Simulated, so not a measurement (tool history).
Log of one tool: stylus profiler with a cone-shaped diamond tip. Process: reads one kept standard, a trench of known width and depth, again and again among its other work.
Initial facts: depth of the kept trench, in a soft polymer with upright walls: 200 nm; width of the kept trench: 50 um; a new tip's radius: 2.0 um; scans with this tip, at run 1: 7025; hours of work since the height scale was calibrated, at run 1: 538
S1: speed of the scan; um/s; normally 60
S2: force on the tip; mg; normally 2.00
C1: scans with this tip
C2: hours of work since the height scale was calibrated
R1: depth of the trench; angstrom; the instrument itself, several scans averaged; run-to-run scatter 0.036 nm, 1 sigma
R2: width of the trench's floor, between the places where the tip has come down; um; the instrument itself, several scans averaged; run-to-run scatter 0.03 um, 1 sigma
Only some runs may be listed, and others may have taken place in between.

run,day,S1,S2,C1,C2,R1,R2
1,0.000,60,2.00,7025,538,2022.4,46.99
2,0.408,60,4.94,7120,545,2042.3,47.11
3,1.021,62,2.00,7263,556,2022.2,46.92
4,1.608,34,2.00,7400,567,2021.7,47.12
5,2.442,33,2.00,7594,582,2021.5,47.05
6,2.950,33,2.00,7712,591,2021.5,47.04
7,3.429,81,2.00,7824,599,2021.6,46.78
8,3.867,81,2.00,7925,607,2021.3,46.74
9,4.592,60,1.60,8094,620,2017.9,46.81
10,5.438,161,1.60,8291,635,2017.8,46.30
11,5.942,60,2.00,8408,644,2021.4,46.91
12,6.783,197,2.00,8604,659,2021.3,46.15
13,7.175,197,2.00,8695,666,2022.3,46.13
14,7.962,197,2.00,8879,680,2020.8,46.15
15,8.742,60,2.00,9060,694,2022.1,46.73
16,9.492,60,2.00,9234,707,2020.6,46.73
# day 9.879: new tip fitted, height scale calibrated
17,10.142,60,2.00,61,5,2025.6,47.92
18,10.712,102,2.00,193,15,2026.3,47.71
19,11.342,60,2.00,339,26,2025.6,47.89
20,11.967,60,4.64,485,37,2044.5,47.98
21,12.425,60,4.64,592,45,2043.6,47.96
22,12.983,36,0.89,722,55,2015.0,47.84
23,13.433,18,2.00,827,63,2025.5,48.03
24,14.067,26,1.97,974,75,2024.6,47.98
# day 14.171: height scale calibrated on a step standard
25,14.746,202,2.30,1127,10,2027.6,47.19
26,15.617,73,5.23,1330,26,2048.1,47.78
27,16.029,73,5.23,1426,33,2047.3,47.77
# day 16.162: height scale calibrated on a step standard, once more
28,16.425,47,0.76,1514,5,2012.9,47.68
29,17.354,54,1.48,1730,21,2019.9,47.66
30,18.104,54,1.48,1904,35,2019.9,47.63
31,19.004,54,1.48,2113,51,2020.0,47.60
32,19.633,50,2.25,2260,62,2026.4,47.64
33,20.221,32,0.67,2397,72,2011.3,47.63
34,21.017,59,1.49,2582,87,2020.6,47.58
35,21.900,60,2.01,2788,102,2024.5,47.51
36,22.529,23,5.79,2934,114,2049.6,47.71
37,22.988,15,0.98,3040,122,2014.8,47.67
38,23.450,115,1.10,3148,130,2016.0,47.01
39,23.996,146,3.27,3276,140,2033.5,47.20
40,24.592,146,3.27,3414,150,2035.1,47.15

For some of the steps in R1 from one run to the next: how much would appear even if the tool had no hidden state, given the settings, what came in and random variation, and how much remains for the hidden state plus any gauge scatter that the measured result and the result without hidden state don't share?
Hidden state present: radius of the tip, um; height scale over the true one, %; drift of the gauge itself on depth_nm, %; drift of the gauge itself on floor_um, %.
Run 1 -> 2: S2 2.00 -> 4.94. R1 +19.9 angstrom: hidden state -0.2, all else +20.1.
Run 16 -> 17: new tip fitted, height scale calibrated. R1 +5.0 angstrom: hidden state +4.4, all else +0.6.
Run 21 -> 22: S1 60 -> 36, S2 4.64 -> 0.89. R1 -28.6 angstrom: hidden state +0.1, all else -28.7.
Run 22 -> 23: S1 36 -> 18, S2 0.89 -> 2.00. R1 +10.5 angstrom: hidden state -0.2, all else +10.7.
Run 27 -> 28: S1 73 -> 47, S2 5.23 -> 0.76, height scale calibrated on a step standard, once more. R1 -34.4 angstrom: hidden state -0.2, all else -34.2.
Run 36 -> 37: S1 23 -> 15, S2 5.79 -> 0.98. R1 -34.8 angstrom: hidden state +0.0, all else -34.8.

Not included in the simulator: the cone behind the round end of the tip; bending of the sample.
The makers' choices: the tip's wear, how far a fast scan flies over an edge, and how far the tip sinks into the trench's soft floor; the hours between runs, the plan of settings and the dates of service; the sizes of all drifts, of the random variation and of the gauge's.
